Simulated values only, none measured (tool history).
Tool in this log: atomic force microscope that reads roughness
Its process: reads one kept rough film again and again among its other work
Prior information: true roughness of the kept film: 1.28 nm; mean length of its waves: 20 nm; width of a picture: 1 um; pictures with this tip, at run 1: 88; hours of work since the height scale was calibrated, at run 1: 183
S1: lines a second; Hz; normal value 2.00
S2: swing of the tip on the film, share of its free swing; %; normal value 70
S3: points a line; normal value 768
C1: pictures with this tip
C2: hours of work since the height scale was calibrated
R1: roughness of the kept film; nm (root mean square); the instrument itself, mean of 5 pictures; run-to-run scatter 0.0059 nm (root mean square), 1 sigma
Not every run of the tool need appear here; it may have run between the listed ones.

Run 1, hour 0.0: usual settings; C1 88; C2 183. Result: R1 1.094 nm (root mean square).
At hour 26.7: new tip fitted.
Run 2, hour 66.0: usual settings; C1 44; C2 210. Result: R1 1.086 nm (root mean square).
Run 3, hour 128.9: usual settings; C1 113; C2 236. Result: R1 1.094 nm (root mean square).
At hour 133.8: new tip fitted.
Run 4, hour 186.7: usual settings; C1 58; C2 259. Result: R1 1.091 nm (root mean square).
At hour 243.3: new tip fitted.
Run 5, hour 252.5: usual settings; C1 11; C2 286. Result: R1 1.092 nm (root mean square).
Run 6, hour 298.1: usual settings; C1 61; C2 305. Result: R1 1.086 nm (root mean square).
At hour 351.1: new tip fitted.
Run 7, hour 351.1: usual settings but S2 66 %; C1 0; C2 327. Result: R1 1.118 nm (root mean square).
Run 8, hour 398.2: usual settings; C1 52; C2 346. Result: R1 1.094 nm (root mean square).
At hour 455.6: new tip fitted.
Run 9, hour 461.9: usual settings; C1 7; C2 372. Result: R1 1.098 nm (root mean square).
Run 10, hour 500.8: usual settings; C1 49; C2 388. Result: R1 1.087 nm (root mean square).
Run 11, hour 556.3: usual settings; C1 111; C2 411. Result: R1 1.087 nm (root mean square).
At hour 561.9: new tip fitted.
Run 12, hour 601.6: usual settings; C1 44; C2 430. Result: R1 1.094 nm (root mean square).
Run 13, hour 643.3: usual settings; C1 90; C2 447. Result: R1 1.091 nm (root mean square).
At hour 666.5: new tip fitted.
Run 14, hour 711.2: usual settings; C1 50; C2 475. Result: R1 1.095 nm (root mean square).
At hour 776.0: new tip fitted.
Run 15, hour 781.4: usual settings but S2 74 %; C1 6; C2 503. Result: R1 1.075 nm (root mean square).
Run 16, hour 853.6: usual settings but S1 3.77 Hz, S2 74 %; C1 85; C2 533. Result: R1 0.981 nm (root mean square).
At hour 881.1: new tip fitted.
Run 17, hour 899.8: usual settings but S1 3.77 Hz, S2 74 %; C1 21; C2 552. Result: R1 0.971 nm (root mean square).
Run 18, hour 973.7: usual settings but S1 3.77 Hz, S2 74 %; C1 102; C2 582. Result: R1 0.971 nm (root mean square).
At hour 987.8: new tip fitted.
Run 19, hour 1033.3: usual settings but S1 3.77 Hz, S2 74 %; C1 51; C2 607. Result: R1 0.974 nm (root mean square).
At hour 1092.9: new tip fitted.
Run 20, hour 1101.3: usual settings but S1 3.77 Hz, S2 74 %; C1 9; C2 635. Result: R1 0.979 nm (root mean square).
Run 21, hour 1152.1: usual settings but S1 3.77 Hz, S2 74 %; C1 65; C2 655. Result: R1 0.964 nm (root mean square).
At hour 1199.0: new tip fitted.
Run 22, hour 1210.7: usual settings but S3 592; C1 13; C2 679. Result: R1 1.094 nm (root mean square).
Run 23, hour 1244.4: usual settings but S3 592; C1 50; C2 693. Result: R1 1.081 nm (root mean square).
At hour 1306.2: new tip fitted.
Run 24, hour 1313.0: usual settings but S1 1.85 Hz, S2 75 %, S3 608; C1 8; C2 721. Result: R1 1.064 nm (root mean square).
Run 25, hour 1349.1: usual settings but S2 57 %, S3 554; C1 48; C2 736. Result: R1 1.138 nm (root mean square).
Run 26, hour 1389.4: usual settings but S1 0.67 Hz; C1 92; C2 753. Result: R1 1.151 nm (root mean square).
At hour 1411.9: new tip fitted.
Run 27, hour 1444.7: usual settings but S1 0.66 Hz; C1 36; C2 775. Result: R1 1.159 nm (root mean square).
Run 28, hour 1477.7: usual settings but S1 0.66 Hz; C1 73; C2 789. Result: R1 1.161 nm (root mean square).
Run 29, hour 1514.1: usual settings but S3 315; C1 113; C2 804. Result: R1 1.067 nm (root mean square).
At hour 1519.5: new tip fitted.
Run 30, hour 1580.1: usual settings but S2 86 %, S3 320; C1 66; C2 831. Result: R1 0.960 nm (root mean square).
At hour 1627.3: new tip fitted.
Run 31, hour 1634.6: usual settings but S1 0.55 Hz, S3 658; C1 8; C2 853. Result: R1 1.160 nm (root mean square).

Predict the results of run 32:
Run 32, hour 1672.1: usual settings but S1 0.55 Hz, S3 658; C1 49; C2 869. Result: R1 ?.

R1: 1.163 nm (root mean square)
Take away the tool's hidden state, keep the run-to-run variation as it was, and the same run would have given R1 1.164 nm (root mean square).
